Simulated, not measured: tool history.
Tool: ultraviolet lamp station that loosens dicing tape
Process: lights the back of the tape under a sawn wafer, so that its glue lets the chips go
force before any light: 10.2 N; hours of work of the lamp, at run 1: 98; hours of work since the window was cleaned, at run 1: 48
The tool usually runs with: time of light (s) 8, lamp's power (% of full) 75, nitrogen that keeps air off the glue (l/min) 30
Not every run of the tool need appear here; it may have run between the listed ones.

run,day,time of light (s),lamp's power (% of full),nitrogen that keeps air off the glue (l/min),hours of work of the lamp,hours of work since the window was cleaned,force that peels the tape off (N),light that reached the tape (J/m2)
1,0.000,8,75,30,98,48,1.327,5240
2,0.500,8,75,30,107,57,1.269,5220
3,0.979,8,75,30,115,66,1.346,5210
4,1.546,8,75,30,126,76,1.309,5240
5,1.946,8,75,30,133,83,1.322,5170
6,2.292,8,75,12,139,90,2.566,5130
7,2.812,6,75,14,149,99,3.243,3870
# day 2.871: window cleaned of glue's vapour
8,3.367,7,83,41,158,9,1.233,4880
9,3.983,7,61,23,170,20,2.743,3540

Expected results for the next run?
10,4.500,7,61,23,179,30,?,?

Run 10 yielded force that peels the tape off (N) 2.750, light that reached the tape (J/m2) 3540.
Take away the tool's hidden state, keep the run-to-run variation as it was, and the same run would have given force that peels the tape off (N) 2.399, light that reached the tape (J/m2) 3940.
